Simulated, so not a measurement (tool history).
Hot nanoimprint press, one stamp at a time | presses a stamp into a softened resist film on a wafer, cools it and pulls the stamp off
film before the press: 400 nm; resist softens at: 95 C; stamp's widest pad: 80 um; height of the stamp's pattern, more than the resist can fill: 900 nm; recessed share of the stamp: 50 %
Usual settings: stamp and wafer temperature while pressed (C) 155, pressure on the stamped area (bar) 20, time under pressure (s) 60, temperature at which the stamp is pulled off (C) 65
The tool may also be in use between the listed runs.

run,hour,stamp and wafer temperature while pressed (C),pressure on the stamped area (bar),time under pressure (s),temperature at which the stamp is pulled off (C),resist left under the stamp's widest pad (angstrom),greatest force while the stamp is pulled off (N)
1,0,155,20,60,65,2368,135
2,12,155,20,60,65,2374,140
3,20.7,155,20,63,65,2329,139
4,34.5,155,20,63,54,2353,156
5,44.8,155,29.4,63,54,1959,156
6,52.9,155,29.4,63,54,1984,158
7,68.3,155,29.4,63,54,1966,160
8,79,155,29.4,63,54,1960,154
9,86.9,165,29.4,63,54,1374,155
10,100.4,155,20,60,61,2370,145
11,109.3,155,20,60,61,2401,144
12,124.4,155,20,60,61,2373,146
13,130.9,155,20,60,61,2394,148
14,144.3,155,20,60,61,2364,150
15,155.7,155,20,41,65,2647,136
16,165,155,13.3,70,55,2658,156
17,173.3,155,20,60,51,2377,161
18,186.3,148,20,60,51,2943,161
19,196,158,20,60,51,2163,164
20,211.3,158,20,60,51,2175,169
21,222.6,158,20,60,51,2160,164
22,234.4,158,20,60,51,2152,166
23,240.8,158,20,60,51,2179,168
24,252.8,155,12.2,47,51,3029,166
25,264.4,145,26,55,65,3016,141
26,284.7,145,26,55,65,2996,138
27,292.5,155,20,31,66,2831,136
28,303.4,155,20,31,66,2824,128
29,318,155,20.6,60,65,2342,141
30,330.2,155,20.6,60,65,2354,136

Taken out of this log: 2 entries between the listed runs. Where each belongs, and how the hidden state differs across it:
Between runs 25 and 26: stamp cleaned and given a new release coat (hour 272); plate thermocouple calibrated (hour 284.7)
  true temperature over the reading, C: -0.07 -> -0.01; grip of the stamp's worn release coat, % over a new coat's: 1.8 -> 0
  measured less the result without the state, greatest force while the stamp is pulled off (N): +3 -> +0
